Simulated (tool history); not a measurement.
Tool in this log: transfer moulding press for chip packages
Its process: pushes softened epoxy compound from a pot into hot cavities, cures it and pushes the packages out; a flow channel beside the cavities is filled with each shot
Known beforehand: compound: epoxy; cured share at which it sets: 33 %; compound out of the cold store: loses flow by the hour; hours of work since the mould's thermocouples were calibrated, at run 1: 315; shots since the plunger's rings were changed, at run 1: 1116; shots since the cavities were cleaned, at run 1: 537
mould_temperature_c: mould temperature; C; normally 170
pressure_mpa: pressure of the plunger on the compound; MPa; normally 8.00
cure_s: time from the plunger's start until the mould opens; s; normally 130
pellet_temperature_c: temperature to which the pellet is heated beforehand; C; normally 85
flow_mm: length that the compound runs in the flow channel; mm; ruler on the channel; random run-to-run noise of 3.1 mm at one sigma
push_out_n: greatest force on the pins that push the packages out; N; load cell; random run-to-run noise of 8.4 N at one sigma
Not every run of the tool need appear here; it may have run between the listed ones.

run,hour,mould_temperature_c,pressure_mpa,cure_s,pellet_temperature_c,hours of work since the mould's thermocouples were calibrated,shots since the plunger's rings were changed,shots since the cavities were cleaned,incoming compound's hours out of the cold store,flow_mm,push_out_n
1,0.0,170,8.00,130,85,315,1116,537,41.0,799,669
# hour 28.8: cavities cleaned with cleaning compound and waxed
2,38.4,171,8.00,130,85,337,1440,84,9.0,891,808
3,63.8,170,6.06,130,85,352,1665,309,39.5,697,832
4,89.1,178,8.00,130,85,367,1888,532,19.9,833,715
5,114.9,178,8.00,130,85,383,2115,759,10.7,857,757
# hour 120.1: cavities cleaned with cleaning compound and waxed
6,134.4,178,8.00,130,85,393,2273,126,24.3,817,424
# hour 154.3: cavities cleaned with cleaning compound and waxed, once more
7,175.3,178,8.00,130,85,417,2620,185,17.1,835,460
8,194.6,178,8.00,130,85,428,2790,355,25.1,811,561
# hour 221.2: plunger's sealing rings changed
9,237.7,170,8.00,130,85,452,145,712,25.7,852,738
# hour 245.9: cavities cleaned with cleaning compound and waxed
10,278.9,170,8.00,156,85,476,495,290,25.2,851,539
11,297.7,170,8.29,158,85,487,661,456,31.0,844,609
# hour 337.3: cavities cleaned with cleaning compound and waxed
12,338.9,170,8.81,130,85,510,1010,14,42.4,844,381
13,362.4,170,8.88,130,85,524,1217,221,33.3,865,553
14,402.5,176,9.54,130,85,548,1570,574,34.7,876,625
15,420.5,170,6.04,130,85,559,1729,733,10.4,767,772
# hour 427.4: cavities cleaned with cleaning compound and waxed
16,451.1,176,8.00,119,85,576,1985,208,20.1,837,504
# hour 474.9: mould's thermocouples calibrated
17,484.5,166,8.00,119,85,6,2261,484,39.9,804,836

Alternative continuations, all from the tool just after run 17; predict every row:
A,503.3,166,8.61,119,85,17,2427,650,13.5,?,?
B,503.3,177,8.00,111,81,17,2427,650,39.0,?,?
C,503.3,166,8.62,119,88,17,2427,650,38.9,?,?
D,503.3,177,8.00,128,83,17,2427,650,23.1,?,?
E,503.3,177,8.00,119,85,17,2427,650,26.7,?,?

run,flow_mm,push_out_n
A,907,925
B,774,670
C,837,908
D,819,656
E,811,678
With the hidden condition removed and each run's random variation left untouched, the same runs would have given:
run,flow_mm,push_out_n
A,932,484
B,795,354
C,859,481
D,841,346
E,833,360
